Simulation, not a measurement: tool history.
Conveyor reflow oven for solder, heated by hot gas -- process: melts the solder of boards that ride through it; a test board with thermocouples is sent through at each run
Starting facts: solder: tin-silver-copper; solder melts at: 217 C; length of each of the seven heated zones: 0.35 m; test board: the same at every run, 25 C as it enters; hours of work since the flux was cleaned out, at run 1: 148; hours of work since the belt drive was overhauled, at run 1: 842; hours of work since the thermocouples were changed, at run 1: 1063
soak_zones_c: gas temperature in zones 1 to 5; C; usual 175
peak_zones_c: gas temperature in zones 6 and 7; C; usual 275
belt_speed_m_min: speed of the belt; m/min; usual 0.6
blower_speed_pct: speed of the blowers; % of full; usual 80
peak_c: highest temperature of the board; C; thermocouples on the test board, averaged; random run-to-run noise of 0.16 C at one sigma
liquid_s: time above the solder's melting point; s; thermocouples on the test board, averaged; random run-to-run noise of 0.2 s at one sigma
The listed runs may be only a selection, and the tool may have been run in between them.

run	hour	soak_zones_c	peak_zones_c	belt_speed_m_min	blower_speed_pct	hours of work since the flux was cleaned out	hours of work since the belt drive was overhauled	hours of work since the thermocouples were changed	peak_c	liquid_s
1	0	175	275	0.6	80	148	842	1063	260.9	58.6
2	19.8	175	275	0.542	80	162	856	1076	263.6	66.4
3	36.2	175	275	0.6	80	173	867	1087	260.9	58.2
4	66.5	175	275	0.6	80	193	887	1108	260.6	57.9
# hour 73.6: flux residue cleaned out of gas plates and filters
5	111	175	275	0.6	83	25	914	1134	261.5	58.1
6	141.7	175	275	0.6	80	46	934	1155	260.5	58.2
7	182	175	275	0.6	80	73	962	1182	261.1	58.1
8	210.6	182	275	0.6	80	93	981	1202	261.8	60.9
9	230.8	182	275	0.6	80	106	995	1215	262	60.8
# hour 257.8: thermocouples of zones 6 and 7 changed
10	260.1	182	275	0.697	80	125	1013	2	256.9	49.7
11	294.3	179	275	0.6	80	148	1036	25	261.2	59.7
12	332.7	164	271	0.62	74	174	1062	51	252.8	48
# hour 369: flux residue cleaned out of gas plates and filters
13	369	164	271	0.62	74	0	1083	72	253	47.8
14	390.5	164	271	0.528	58	15	1098	86	253.9	57.4
15	430.3	164	271	0.528	58	41	1125	113	253.7	57.2
16	459.8	164	272	0.528	59	61	1145	133	254.9	58
17	489.3	175	275	0.512	75	81	1164	153	264.1	70.6
18	508.9	175	275	0.512	75	95	1178	166	264.4	70.5
19	548.7	164	283	0.699	74	121	1205	193	258.7	44.8

Forecast each of these 3 alternatives for the next run:
A	577.9	163	275	0.656	75	141	1224	213	?	?
B	577.9	175	275	0.497	80	141	1224	213	?	?
C	577.9	164	283	0.699	74	141	1224	213	?	?

run	peak_c	liquid_s
A	254.1	45.6
B	265.9	74.1
C	258.7	45.1
Without the tool's unlogged condition, the same runs would have read:
run	peak_c	liquid_s
A	254.1	45.6
B	265.9	74.1
C	258.8	45.1

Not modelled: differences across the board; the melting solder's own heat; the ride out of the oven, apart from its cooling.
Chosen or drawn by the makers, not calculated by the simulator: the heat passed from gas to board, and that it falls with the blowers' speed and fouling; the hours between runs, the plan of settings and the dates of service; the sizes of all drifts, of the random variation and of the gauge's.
